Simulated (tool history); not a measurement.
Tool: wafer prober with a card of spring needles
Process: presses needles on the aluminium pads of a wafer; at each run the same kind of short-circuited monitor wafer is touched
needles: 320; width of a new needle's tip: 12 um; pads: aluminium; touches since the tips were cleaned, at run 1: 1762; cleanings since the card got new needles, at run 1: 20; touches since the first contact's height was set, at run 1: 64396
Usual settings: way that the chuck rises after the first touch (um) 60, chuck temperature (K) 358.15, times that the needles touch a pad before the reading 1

run,hour,way that the chuck rises after the first touch (um),chuck temperature (K),times that the needles touch a pad before the reading,touches since the tips were cleaned,cleanings since the card got new needles,touches since the first contact's height was set,resistance of one needle with its contact and lead (mohm),way that a needle slides on the pad (um)
1,0,60,358.15,1,1762,20,64396,145,13.99
# hour 4.7: tips cleaned on abrasive film
# hour 16: tips cleaned on abrasive film
2,24.8,60,358.15,1,2285,22,70821,148,13.99
# hour 27.7: tips cleaned on abrasive film
# hour 39.9: tips cleaned on abrasive film
3,40.2,60,358.15,1,85,24,74823,130,14
# hour 52.7: tips cleaned on abrasive film
4,59.9,60,358.15,1,1882,25,79929,150,13.92
# hour 64.7: tips cleaned on abrasive film
# hour 76.8: tips cleaned on abrasive film
# hour 88.1: tips cleaned on abrasive film
5,88.3,60,373.15,1,47,28,87298,129,13.7
# hour 99.7: tips cleaned on abrasive film
# hour 112.1: tips cleaned on abrasive film
6,113.3,76,358.15,1,308,30,93781,129,17.46
# hour 124: tips cleaned on abrasive film
# hour 136.4: tips cleaned on abrasive film
7,136.6,76,358.15,1,62,32,99823,129,17.62
# hour 148.7: tips cleaned on abrasive film
8,156.9,76,358.15,1,2145,33,105101,140,17.67
# hour 160.2: tips cleaned on abrasive film
# hour 171.7: tips cleaned on abrasive film
# hour 182.7: tips cleaned on abrasive film
9,184,44,358.15,1,330,36,112119,147,9.89
# hour 195: tips cleaned on abrasive film
10,199.3,60,306.15,1,1109,37,116092,137,13.62
# hour 201.2: height of the first contact set anew
# hour 206.9: tips cleaned on abrasive film
# hour 218.1: tips cleaned on abrasive film
11,220.7,79,358.15,1,687,39,5038,135,17.87
# hour 229.4: tips cleaned on abrasive film
12,236.4,60,358.15,2,1826,40,9129,140,13.17
# hour 242.4: tips cleaned on abrasive film
13,249.3,60,358.15,2,1797,41,12470,145,13.21
# hour 255.3: tips cleaned on abrasive film
# hour 261.1: height of the first contact set anew, once more
14,264.1,60,358.15,2,2239,42,789,140,14.4
# hour 266.6: tips cleaned on abrasive film
# hour 278.2: tips cleaned on abrasive film
# hour 289.6: tips cleaned on abrasive film
15,290.6,60,358.15,2,261,45,7644,127,14.41
# hour 300.8: tips cleaned on abrasive film
16,311.3,60,358.15,2,2744,46,13014,143,14.44
# hour 313: tips cleaned on abrasive film
# hour 326.1: tips cleaned on abrasive film
17,326.6,49,313.15,1,140,48,16981,128,11.72
# hour 338.1: tips cleaned on abrasive film
18,339.3,67,332.15,1,317,49,20275,127,15.91
# hour 351.1: tips cleaned on abrasive film
19,356.6,67,332.15,1,1451,50,24782,137,16.13
# hour 363.9: tips cleaned on abrasive film
# hour 376.7: tips cleaned on abrasive film
20,382.3,55,332.15,1,1487,52,31456,144,13.15
# hour 387.7: tips cleaned on abrasive film
# hour 398.6: tips cleaned on abrasive film
21,399.3,61,303.15,3,181,54,35851,120,14.4
# hour 411.2: tips cleaned on abrasive film
22,416.4,73,375.15,3,1362,55,40292,131,17.16
# hour 423.4: tips cleaned on abrasive film
23,432.2,49,314.15,3,2314,56,44402,134,11.45
# hour 435: tips cleaned on abrasive film
# hour 447.1: tips cleaned on abrasive film
24,450.2,50,356.15,1,819,58,49069,145,11.62
# hour 458.2: tips cleaned on abrasive film
# hour 469.4: tips cleaned on abrasive film
25,477.4,50,386.15,1,2096,60,56121,164,11.6
# hour 481.9: tips cleaned on abrasive film
# hour 493.1: tips cleaned on abrasive film
26,493.8,40,345.15,1,172,62,60351,139,9.11
# hour 504.1: tips cleaned on abrasive film
# hour 515.4: tips cleaned on abrasive film
27,515.4,40,345.15,1,0,64,65969,136,8.97
# hour 527: tips cleaned on abrasive film
28,532.2,47,305.15,2,1342,65,70319,142,10.68
# hour 540.4: tips cleaned on abrasive film
29,546.4,60,358.15,1,1569,66,74007,148,13.9
# hour 553.6: tips cleaned on abrasive film
30,562.3,60,342.15,1,2267,67,78154,155,13.78

The same runs without the tool's hidden state, with the same run-to-run variation:
The hidden state here: debris on the tips, nm; way that the needles fall short of the set height, um; tips' diameter, um; drift of the gauge itself on contact_mohm, %; drift of the gauge itself on scrub_um, %.
run,resistance of one needle with its contact and lead (mohm),way that a needle slides on the pad (um)
1,124,14.47
2,126,14.52
3,126,14.59
4,129,14.53
5,127,14.38
6,125,18.17
7,127,18.39
8,124,18.46
9,131,10.75
10,119,14.5
11,127,19.1
12,126,14.42
13,129,14.49
14,126,14.4
15,123,14.48
16,127,14.54
17,120,11.87
18,121,16.08
19,122,16.33
20,123,13.39
21,118,14.69
22,127,17.48
23,119,11.8
24,127,12.02
25,131,12.06
26,127,9.6
27,126,9.5
28,120,11.23
29,125,14.48
30,125,14.38
